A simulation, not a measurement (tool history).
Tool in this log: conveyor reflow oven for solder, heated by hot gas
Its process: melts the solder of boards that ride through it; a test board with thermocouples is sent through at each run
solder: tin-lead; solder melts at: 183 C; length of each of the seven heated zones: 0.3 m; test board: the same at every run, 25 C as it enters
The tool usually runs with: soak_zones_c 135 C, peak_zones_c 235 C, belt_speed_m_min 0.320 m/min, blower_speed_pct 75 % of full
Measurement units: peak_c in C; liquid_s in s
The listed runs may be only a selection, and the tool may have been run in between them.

run     day  soak_zones_c  peak_zones_c  belt_speed_m_min  blower_speed_pct  peak_c  liquid_s
  1   0.000           135           235             0.320                75   216.5      82.8
  2   2.012           135           235             0.320                75   216.2      81.3
  3   3.917           135           235             0.320                75   216.6      82.3
  4   5.325           145           235             0.320                75   218.7      89.1
  5   7.138           145           235             0.320                75   218.4      90.8
  6   9.108           135           235             0.320                72   215.8      82.1
  7  10.925           135           235             0.320                72   215.6      81.4
  8  12.958           135           235             0.320                72   215.8      82.2
  9  14.462           135           235             0.320                72   215.9      80.1
 10  16.004           135           235             0.320                72   215.3      82.8
 11  17.379           135           235             0.320                72   215.3      81.8
 12  19.125           135           235             0.320                72   215.2      82.1
 13  20.462           131           235             0.320                75   215.1      78.2
 14  22.004           131           235             0.320                86   216.7      81.6
 15  23.179           131           235             0.320                86   216.7      81.5
 16  25.050           131           235             0.328                76   214.1      74.1
     27.471  -- flux residue cleaned out of gas plates and filters
 17  27.675           131           235             0.328                81   217.0      80.1
 18  29.567           131           244             0.351                62   217.5      75.1
 19  31.796           131           244             0.351                62   217.7      74.4
 20  34.312           136           244             0.351                62   218.4      77.3
 21  35.975           136           244             0.351                62   218.5      77.6
 22  37.121           135           228             0.271                58   214.1      95.2
 23  39.408           135           228             0.271                58   213.9      95.5
 24  40.533           135           235             0.357                67   211.4      66.6
 25  42.033           135           235             0.357                67   210.9      67.4
 26  44.588           130           235             0.320                58   212.7      75.0
 27  46.075           136           235             0.295                72   219.7      94.5

Here are 4 independent what-if runs from the current tool condition. What would each one return?
  A  48.321           135           236             0.286                55       ?         ?
  B  48.321           136           229             0.295                65       ?         ?
  C  48.321           136           225             0.318                52       ?         ?
  D  48.321           132           230             0.271                72       ?         ?

run  peak_c  liquid_s
  A   218.1      95.2
  B   213.7      86.6
  C   205.0      64.8
  D   216.8      99.3
Had the tool no hidden state, the same runs would have come out as:
run  peak_c  liquid_s
  A   216.3      89.9
  B   212.1      81.7
  C   203.3      59.9
  D   215.1      94.1
